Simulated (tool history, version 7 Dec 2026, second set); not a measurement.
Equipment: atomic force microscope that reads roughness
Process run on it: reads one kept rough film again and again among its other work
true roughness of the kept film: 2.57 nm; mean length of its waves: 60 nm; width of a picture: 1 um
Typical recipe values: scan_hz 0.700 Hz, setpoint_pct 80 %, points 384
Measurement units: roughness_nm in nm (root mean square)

run,hour,scan_hz,setpoint_pct,points,roughness_nm
1,0.0,0.700,80,384,2.114
# hour 5.8: new tip fitted
2,37.8,0.700,80,384,2.261
3,89.1,0.700,80,384,2.198
# hour 149.5: new tip fitted
4,160.3,0.700,80,384,2.288
5,194.3,0.700,80,384,2.231
6,242.0,0.700,80,384,2.152
7,284.7,0.700,80,384,2.106
# hour 295.1: new tip fitted
8,364.5,0.700,84,384,2.178
# hour 441.9: new tip fitted
9,441.9,0.700,84,384,2.271
10,520.4,0.700,80,384,2.185
11,579.3,0.700,80,384,2.095
# hour 586.9: new tip fitted
12,638.8,0.700,80,294,2.206
13,702.8,0.700,80,683,2.118
# hour 731.9: new tip fitted
14,736.7,0.700,65,384,2.370
15,812.2,0.700,65,384,2.232
16,859.1,0.700,65,384,2.149
# hour 873.9: new tip fitted
# hour 926.3: height scale calibrated on a step standard
17,926.3,0.700,65,384,2.343
18,1001.0,0.700,80,384,2.158
# hour 1018.4: new tip fitted
19,1070.3,0.700,80,384,2.245
20,1143.9,0.700,80,384,2.133
# hour 1166.7: new tip fitted
21,1224.8,0.700,80,384,2.252
22,1289.4,0.700,80,384,2.175
# hour 1313.7: new tip fitted
23,1353.8,0.700,80,384,2.281
24,1396.2,1.166,72,669,2.199
# hour 1457.9: new tip fitted
25,1463.7,0.700,86,619,2.291
26,1517.9,0.919,86,502,2.161
27,1558.9,2.121,68,581,2.116
# hour 1605.2: new tip fitted
28,1621.8,0.721,65,384,2.389
29,1696.6,0.721,65,384,2.261
# hour 1751.6: new tip fitted
30,1767.5,0.960,65,311,2.359
31,1815.6,2.234,58,318,2.262
32,1866.4,3.074,67,339,2.049
# hour 1893.8: new tip fitted
33,1907.0,0.700,72,366,2.357
34,1941.9,0.700,72,366,2.307
35,1997.5,3.388,69,648,1.991
# hour 2041.4: new tip fitted
36,2056.3,3.388,69,648,2.112
37,2114.2,3.388,69,648,2.026
38,2181.5,3.388,69,527,1.942
# hour 2187.8: new tip fitted
39,2246.9,1.035,69,527,2.294
40,2305.4,1.035,76,527,2.138
# hour 2330.9: new tip fitted
41,2347.3,1.227,80,384,2.208
42,2416.1,1.714,82,910,2.018
43,2462.7,1.045,73,910,2.115
# hour 2474.0: new tip fitted
44,2544.1,1.045,73,910,2.214

Here are 5 independent what-if runs from the current tool condition. What would each one return?
# hour 2617.3: new tip fitted
A,2619.3,0.581,84,316,?
# hour 2617.3: new tip fitted
B,2619.3,0.578,75,465,?
# hour 2617.3: new tip fitted
C,2619.3,1.196,59,466,?
# hour 2617.3: new tip fitted
D,2619.3,0.517,71,910,?
# hour 2617.3: new tip fitted
E,2619.3,1.045,64,910,?

run,roughness_nm
A,2.310
B,2.391
C,2.394
D,2.410
E,2.383
With the hidden condition removed and each run's random variation left untouched, the same runs would have given:
run,roughness_nm
A,2.343
B,2.425
C,2.429
D,2.445
E,2.417
